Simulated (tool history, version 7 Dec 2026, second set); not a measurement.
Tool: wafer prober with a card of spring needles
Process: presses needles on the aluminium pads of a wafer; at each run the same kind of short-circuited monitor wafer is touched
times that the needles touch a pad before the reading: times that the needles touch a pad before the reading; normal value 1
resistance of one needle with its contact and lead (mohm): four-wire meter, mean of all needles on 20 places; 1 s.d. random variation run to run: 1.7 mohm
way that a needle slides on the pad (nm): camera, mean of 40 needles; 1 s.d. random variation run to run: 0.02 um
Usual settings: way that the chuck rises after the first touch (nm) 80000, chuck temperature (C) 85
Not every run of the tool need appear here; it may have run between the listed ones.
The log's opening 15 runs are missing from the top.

run,hour,way that the chuck rises after the first touch (nm),chuck temperature (C),times that the needles touch a pad before the reading,touches since the tips were cleaned,cleanings since the card got new needles,touches since the first contact's height was set,resistance of one needle with its contact and lead (mohm),way that a needle slides on the pad (nm)
# hour 98.8: tips cleaned on abrasive film
16,106.5,80000,61,1,3201,20,110960,187,15980
# hour 110.7: tips cleaned on abrasive film
17,115.9,80000,61,1,2161,21,114834,181,15950
# hour 123.2: tips cleaned on abrasive film
18,124.8,80000,61,2,693,22,118519,170,15960
19,130.6,80000,61,2,3098,22,120924,177,15980
# hour 135: tips cleaned on abrasive film
20,138.7,97000,109,1,1557,23,124280,180,19400
# hour 147.6: tips cleaned on abrasive film
21,147.8,71000,81,1,103,24,128033,172,14150
22,156.3,71000,87,2,3640,24,131570,185,14110
# hour 159.8: tips cleaned on abrasive film
23,163.5,64000,56,2,1553,25,134521,177,12700
# hour 172.3: tips cleaned on abrasive film
24,173.1,64000,56,2,349,26,138481,170,12720
25,179.6,94000,56,1,3046,26,141178,180,18730
# hour 184.1: tips cleaned on abrasive film
26,185.1,94000,56,1,433,27,143444,165,18750
27,192,94000,56,1,3296,27,146307,178,18730
# hour 195.9: tips cleaned on abrasive film
28,200.6,67000,53,3,1926,28,149835,169,13260
# hour 208.2: tips cleaned on abrasive film
29,208.2,64000,97,1,0,29,152979,175,12640
30,217.9,66000,41,1,4052,29,157031,198,13080
# hour 220: tips cleaned on abrasive film
31,222.3,80000,26,1,972,30,158824,171,15880
32,229.2,80000,26,1,3849,30,161701,186,15910
# hour 231.9: tips cleaned on abrasive film
33,239.4,80000,60,2,3108,31,165883,178,15910
# hour 243.9: tips cleaned on abrasive film
# hour 245: height of the first contact set anew
34,246.2,80000,56,2,843,32,504,169,16150

Forecast each of these 4 alternatives for the next run:
# hour 256.1: tips cleaned on abrasive film
A,256.1,94000,56,2,0,33,4605,?,?
# hour 256.1: tips cleaned on abrasive film
B,256.1,80000,63,2,0,33,4605,?,?
# hour 256.1: tips cleaned on abrasive film
C,256.1,98000,98,2,0,33,4605,?,?
# hour 256.1: tips cleaned on abrasive film
D,256.1,63000,58,3,0,33,4605,?,?

run,resistance of one needle with its contact and lead (mohm),way that a needle slides on the pad (nm)
A,160,19010
B,167,16100
C,168,19790
D,168,12720
With the hidden condition removed and each run's random variation left untouched, the same runs would have given:
run,resistance of one needle with its contact and lead (mohm),way that a needle slides on the pad (nm)
A,159,19010
B,165,16110
C,167,19790
D,167,12730
